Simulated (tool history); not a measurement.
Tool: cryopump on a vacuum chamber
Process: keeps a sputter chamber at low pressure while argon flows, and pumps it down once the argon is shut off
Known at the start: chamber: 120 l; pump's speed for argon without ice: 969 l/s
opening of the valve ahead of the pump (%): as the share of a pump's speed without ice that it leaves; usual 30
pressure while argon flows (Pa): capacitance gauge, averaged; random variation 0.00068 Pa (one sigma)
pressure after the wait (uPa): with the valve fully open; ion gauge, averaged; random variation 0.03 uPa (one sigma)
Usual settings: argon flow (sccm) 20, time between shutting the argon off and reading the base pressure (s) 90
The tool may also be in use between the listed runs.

run	day	argon flow (sccm)	time between shutting the argon off and reading the base pressure (s)	opening of the valve ahead of the pump (%)	pressure while argon flows (Pa)	pressure after the wait (uPa)
1	0	20	90	30	0.1278	3.03
2	2.858	20	90	30	0.129	3.14
3	4.688	20	90	30	0.1303	3.16
4	6.083	20	90	16	0.2309	3.18
5	9.104	20	90	16	0.2322	3.3
6	12.158	20	39	30	0.1311	4.85
7	14.65	20	39	30	0.1316	4.91
8	17.204	20	39	30	0.1316	5.04
9	19.142	20	39	30	0.133	5.02
10	20.596	20	90	30	0.1339	3.41
11	22.288	38	90	30	0.2549	3.48
12	25.038	38	90	30	0.2543	3.54
13	26.825	38	90	30	0.2543	3.55
14	29.262	38	21	30	0.2581	7.41
15	31.229	20	90	30	0.117	2.82
16	33.625	20	90	30	0.1172	2.85
17	35.112	20	90	30	0.1181	2.89
18	38.275	20	90	30	0.1183	2.84
19	41.204	15	250	17	0.1544	2.17
20	44.158	17	44	45	0.0681	4.27
21	45.938	17	44	45	0.0682	4.13
22	47.308	11	48	60	0.0349	4.08
23	49.792	12	90	31	0.0701	3.11
24	51.875	12	90	31	0.0695	3.04
25	54.812	8	135	30	0.0484	2.7
26	57.858	17	57	18	0.1686	3.8
27	59.383	13	221	22	0.1059	2.54
28	62.233	13	221	22	0.1064	2.54
29	65.142	13	221	22	0.106	2.5
30	66.9	13	291	15	0.1556	2.47
31	68.229	13	291	15	0.1563	2.5
32	71.133	13	291	15	0.1559	2.51
33	73.55	12	291	38	0.0592	2.64

Taken out of this log: 1 entry between the listed runs. Where each belongs, and how the hidden state differs across it:
Between runs 14 and 15: pump warmed up, emptied and cooled again (day 30.504)
  pump's speed, % of a pump's without ice: 64.7 -> 99.2; cold plate's temperature, K: 12.39 -> 12.4; leak into the chamber, uPa l/s: 1545 -> 1555
  measured less the result without the state, pressure while argon flows (Pa): +0.0369 -> +0.0006; pressure after the wait (uPa): +2.13 -> +1.31
